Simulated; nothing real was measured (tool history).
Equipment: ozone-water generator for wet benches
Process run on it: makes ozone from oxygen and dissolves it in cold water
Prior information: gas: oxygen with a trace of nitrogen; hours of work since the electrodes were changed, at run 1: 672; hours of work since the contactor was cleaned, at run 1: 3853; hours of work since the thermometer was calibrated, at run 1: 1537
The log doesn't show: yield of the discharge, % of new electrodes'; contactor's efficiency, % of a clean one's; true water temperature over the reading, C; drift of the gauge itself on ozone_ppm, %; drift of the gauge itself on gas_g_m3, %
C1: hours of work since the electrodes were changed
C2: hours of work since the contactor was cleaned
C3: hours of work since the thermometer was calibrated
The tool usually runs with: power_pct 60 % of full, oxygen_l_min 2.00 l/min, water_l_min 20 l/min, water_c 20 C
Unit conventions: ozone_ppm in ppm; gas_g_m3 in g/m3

run 1 hour=0.0 | power_pct=60 oxygen_l_min=2.00 water_l_min=20 water_c=20 | C1=672 C2=3853 C3=1537 | ozone_ppm=14.8 gas_g_m3=250.4
run 2 hour=152.2 | power_pct=60 oxygen_l_min=2.00 water_l_min=23 water_c=20 | C1=789 C2=3969 C3=1654 | ozone_ppm=12.9 gas_g_m3=251.8
run 3 hour=301.4 | power_pct=60 oxygen_l_min=2.00 water_l_min=23 water_c=20 | C1=903 C2=4083 C3=1768 | ozone_ppm=13.0 gas_g_m3=252.1
run 4 hour=370.0 | power_pct=60 oxygen_l_min=2.00 water_l_min=23 water_c=20 | C1=955 C2=4136 C3=1820 | ozone_ppm=12.8 gas_g_m3=247.3
run 5 hour=475.7 | power_pct=60 oxygen_l_min=2.00 water_l_min=23 water_c=20 | C1=1036 C2=4216 C3=1901 | ozone_ppm=12.9 gas_g_m3=248.3
run 6 hour=547.1 | power_pct=60 oxygen_l_min=2.00 water_l_min=23 water_c=20 | C1=1090 C2=4271 C3=1955 | ozone_ppm=13.0 gas_g_m3=248.5

Predict the results of run 7:
run 7 hour=667.4 | power_pct=46 oxygen_l_min=1.82 water_l_min=12 water_c=19 | C1=1182 C2=4363 C3=2047 | ozone_ppm=? gas_g_m3=?

ozone_ppm: 19.9 ppm
gas_g_m3: 219.7 g/m3
If the tool had no hidden condition, the same run with the same run-to-run variation would have returned ozone_ppm 19.9 ppm, gas_g_m3 221.2 g/m3.
